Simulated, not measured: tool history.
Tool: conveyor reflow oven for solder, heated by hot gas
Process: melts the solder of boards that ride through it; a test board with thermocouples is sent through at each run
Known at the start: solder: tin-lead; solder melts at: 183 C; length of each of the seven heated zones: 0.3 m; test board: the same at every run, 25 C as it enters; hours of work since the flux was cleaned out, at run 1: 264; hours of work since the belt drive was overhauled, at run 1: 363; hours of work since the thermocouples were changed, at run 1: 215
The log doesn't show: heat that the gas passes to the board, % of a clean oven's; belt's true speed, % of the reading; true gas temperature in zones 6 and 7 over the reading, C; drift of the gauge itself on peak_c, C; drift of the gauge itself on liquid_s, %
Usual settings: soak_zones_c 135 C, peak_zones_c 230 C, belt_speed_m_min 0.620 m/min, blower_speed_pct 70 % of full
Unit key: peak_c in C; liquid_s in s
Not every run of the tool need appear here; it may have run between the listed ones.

| run | day | soak_zones_c | peak_zones_c | belt_speed_m_min | blower_speed_pct | hours of work since the flux was cleaned out | hours of work since the belt drive was overhauled | hours of work since the thermocouples were changed | peak_c | liquid_s |
|---|---|---|---|---|---|---|---|---|---|---|
| 1 | 0.000 | 135 | 230 | 0.620 | 70 | 264 | 363 | 215 | 212.9 | 40.6 |
| 2 | 1.525 | 135 | 230 | 0.545 | 70 | 280 | 380 | 232 | 216.9 | 49.7 |
| 3 | 4.438 | 143 | 230 | 0.620 | 70 | 311 | 411 | 263 | 214.5 | 43.3 |
| 4 | 7.362 | 143 | 230 | 0.620 | 70 | 343 | 442 | 294 | 215.1 | 44.0 |
| 5 | 10.300 | 136 | 230 | 0.620 | 70 | 374 | 473 | 325 | 213.0 | 40.7 |
| 6 | 13.329 | 136 | 230 | 0.620 | 70 | 406 | 506 | 358 | 213.3 | 40.6 |
|  | 13.867 | flux residue cleaned out of gas plates and filters |
| 7 | 16.083 | 135 | 230 | 0.620 | 76 | 24 | 533 | 385 | 212.9 | 39.9 |
| 8 | 19.012 | 135 | 230 | 0.557 | 76 | 55 | 564 | 416 | 215.7 | 47.6 |
|  | 21.021 | flux residue cleaned out of gas plates and filters, once more |
| 9 | 21.950 | 135 | 230 | 0.557 | 76 | 10 | 593 | 445 | 219.1 | 50.2 |
| 10 | 25.092 | 135 | 230 | 0.557 | 76 | 43 | 627 | 479 | 218.9 | 49.5 |
| 11 | 27.233 | 135 | 230 | 0.557 | 76 | 66 | 650 | 502 | 218.7 | 50.4 |
| 12 | 30.092 | 148 | 230 | 0.557 | 76 | 97 | 680 | 532 | 220.8 | 55.3 |
| 13 | 32.733 | 148 | 230 | 0.557 | 58 | 125 | 708 | 560 | 218.0 | 52.9 |
| 14 | 35.992 | 135 | 230 | 0.583 | 70 | 160 | 743 | 595 | 216.6 | 46.0 |
| 15 | 38.400 | 135 | 230 | 0.620 | 70 | 186 | 769 | 621 | 214.5 | 41.3 |
| 16 | 40.062 | 133 | 235 | 0.501 | 70 | 203 | 787 | 639 | 224.8 | 59.4 |
| 17 | 42.004 | 144 | 227 | 0.630 | 60 | 224 | 807 | 659 | 211.1 | 41.3 |
| 18 | 44.492 | 138 | 230 | 0.620 | 70 | 251 | 834 | 686 | 215.0 | 42.5 |
| 19 | 47.279 | 138 | 230 | 0.620 | 70 | 280 | 864 | 716 | 215.3 | 42.2 |
| 20 | 49.079 | 138 | 230 | 0.620 | 70 | 300 | 883 | 735 | 215.4 | 42.5 |
| 21 | 52.183 | 121 | 230 | 0.637 | 50 | 333 | 916 | 768 | 205.7 | 29.6 |
| 22 | 53.979 | 138 | 230 | 0.734 | 70 | 352 | 935 | 787 | 208.6 | 31.4 |
| 23 | 56.525 | 134 | 238 | 0.707 | 68 | 379 | 963 | 815 | 215.1 | 35.7 |
| 24 | 58.288 | 123 | 224 | 0.550 | 51 | 398 | 981 | 833 | 207.0 | 36.9 |
|  | 59.646 | flux residue cleaned out of gas plates and filters |
| 25 | 61.192 | 123 | 224 | 0.550 | 51 | 17 | 1010 | 862 | 208.6 | 39.2 |
|  | 62.512 | thermocouples of zones 6 and 7 changed |
| 26 | 64.192 | 123 | 224 | 0.550 | 51 | 48 | 1041 | 18 | 206.7 | 37.5 |
| 27 | 66.117 | 131 | 230 | 0.620 | 70 | 68 | 1062 | 38 | 213.0 | 39.8 |
| 28 | 67.912 | 127 | 219 | 0.695 | 88 | 87 | 1081 | 58 | 201.7 | 27.1 |
| 29 | 69.812 | 137 | 238 | 0.591 | 72 | 108 | 1101 | 78 | 223.1 | 49.8 |
| 30 | 73.038 | 135 | 230 | 0.620 | 70 | 142 | 1136 | 112 | 213.5 | 41.3 |

Had the tool no unlogged condition, and each run kept its random variation, what would the results have been?
| run | peak_c | liquid_s |
|---|---|---|
| 1 | 213.4 | 40.9 |
| 2 | 217.1 | 49.8 |
| 3 | 214.9 | 43.5 |
| 4 | 215.6 | 44.2 |
| 5 | 213.6 | 41.1 |
| 6 | 214.0 | 41.0 |
| 7 | 214.9 | 41.4 |
| 8 | 217.4 | 48.8 |
| 9 | 217.8 | 49.0 |
| 10 | 217.7 | 48.3 |
| 11 | 217.5 | 49.2 |
| 12 | 219.6 | 54.2 |
| 13 | 216.8 | 51.7 |
| 14 | 215.6 | 44.9 |
| 15 | 213.6 | 40.4 |
| 16 | 223.8 | 58.1 |
| 17 | 210.2 | 40.2 |
| 18 | 214.2 | 41.6 |
| 19 | 214.6 | 41.3 |
| 20 | 214.7 | 41.7 |
| 21 | 205.0 | 28.8 |
| 22 | 208.3 | 31.0 |
| 23 | 214.9 | 35.2 |
| 24 | 206.2 | 35.9 |
| 25 | 206.3 | 36.4 |
| 26 | 206.4 | 36.5 |
| 27 | 212.9 | 39.0 |
| 28 | 201.6 | 26.7 |
| 29 | 223.1 | 48.9 |
| 30 | 213.5 | 40.5 |
